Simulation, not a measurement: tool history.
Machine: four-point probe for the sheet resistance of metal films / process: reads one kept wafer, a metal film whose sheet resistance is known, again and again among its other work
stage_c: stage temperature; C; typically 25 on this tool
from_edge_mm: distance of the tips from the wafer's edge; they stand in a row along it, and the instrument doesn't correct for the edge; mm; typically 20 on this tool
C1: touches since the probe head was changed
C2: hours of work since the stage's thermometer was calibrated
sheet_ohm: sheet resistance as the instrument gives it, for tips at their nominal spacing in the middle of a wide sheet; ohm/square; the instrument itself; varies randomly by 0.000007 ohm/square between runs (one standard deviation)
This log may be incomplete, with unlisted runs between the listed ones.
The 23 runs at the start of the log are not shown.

run 24 hour=2363.7 | stage_c=25 from_edge_mm=20 | C1=71849 C2=1181 | sheet_ohm=0.035177
run 25 hour=2472.4 | stage_c=19 from_edge_mm=4 | C1=74340 C2=1228 | sheet_ohm=0.036555
run 26 hour=2590.3 | stage_c=26 from_edge_mm=47 | C1=77042 C2=1279 | sheet_ohm=0.035086
run 27 hour=2659.6 | stage_c=21 from_edge_mm=43 | C1=78629 C2=1309 | sheet_ohm=0.035322
run 28 hour=2777 | stage_c=26 from_edge_mm=55 | C1=81320 C2=1359 | sheet_ohm=0.035099
run 29 hour=2893 | stage_c=26 from_edge_mm=55 | C1=83979 C2=1409 | sheet_ohm=0.035099
run 30 hour=3037.8 | stage_c=22 from_edge_mm=5 | C1=87299 C2=1471 | sheet_ohm=0.03605
run 31 hour=3116.2 | stage_c=31 from_edge_mm=11 | C1=89096 C2=1505 | sheet_ohm=0.035033
run 32 hour=3250.9 | stage_c=31 from_edge_mm=11 | C1=92182 C2=1563 | sheet_ohm=0.035043
run 33 hour=3386.9 | stage_c=31 from_edge_mm=49 | C1=95301 C2=1621 | sheet_ohm=0.034906
run 34 hour=3526.3 | stage_c=28 from_edge_mm=8 | C1=98496 C2=1681 | sheet_ohm=0.03533
run 35 hour=3588.4 | stage_c=28 from_edge_mm=8 | C1=99918 C2=1708 | sheet_ohm=0.035332
run 36 hour=3689.3 | stage_c=28 from_edge_mm=4 | C1=102231 C2=1751 | sheet_ohm=0.036173
run 37 hour=3812 | stage_c=32 from_edge_mm=14 | C1=105044 C2=1804 | sheet_ohm=0.034981
run 38 hour=3873.3 | stage_c=18 from_edge_mm=48 | C1=106448 C2=1831 | sheet_ohm=0.035528
run 39 hour=3964.8 | stage_c=18 from_edge_mm=48 | C1=108546 C2=1870 | sheet_ohm=0.035531
run 40 hour=4088.7 | stage_c=30 from_edge_mm=45 | C1=111385 C2=1923 | sheet_ohm=0.034985
run 41 hour=4192.8 | stage_c=26 from_edge_mm=9 | C1=113772 C2=1968 | sheet_ohm=0.035387
run 42 hour=4273.5 | stage_c=34 from_edge_mm=17 | C1=115622 C2=2003 | sheet_ohm=0.034876
run 43 hour=4363.1 | stage_c=30 from_edge_mm=5 | C1=117675 C2=2041 | sheet_ohm=0.03573
run 44 hour=4465.3 | stage_c=34 from_edge_mm=32 | C1=120018 C2=2085 | sheet_ohm=0.034842
run 45 hour=4555.6 | stage_c=34 from_edge_mm=32 | C1=122087 C2=2124 | sheet_ohm=0.034831

Consider 4 possible next runs. They are alternatives, not a sequence: every one starts from the tool as it was left by run 45. What does each give?
run A hour=4691.8 | stage_c=19 from_edge_mm=5 | C1=125210 C2=2183 | sheet_ohm=?
run B hour=4691.8 | stage_c=34 from_edge_mm=28 | C1=125210 C2=2183 | sheet_ohm=?
run C hour=4691.8 | stage_c=33 from_edge_mm=20 | C1=125210 C2=2183 | sheet_ohm=?
run D hour=4691.8 | stage_c=24 from_edge_mm=32 | C1=125210 C2=2183 | sheet_ohm=?

run=A sheet_ohm=0.036252
run=B sheet_ohm=0.034846
run=C sheet_ohm=0.034916
run=D sheet_ohm=0.035275
Stripped of hidden state, with their random variation kept, the same runs would have yielded:
run=A sheet_ohm=0.035924
run=B sheet_ohm=0.034531
run=C sheet_ohm=0.0346
run=D sheet_ohm=0.034955
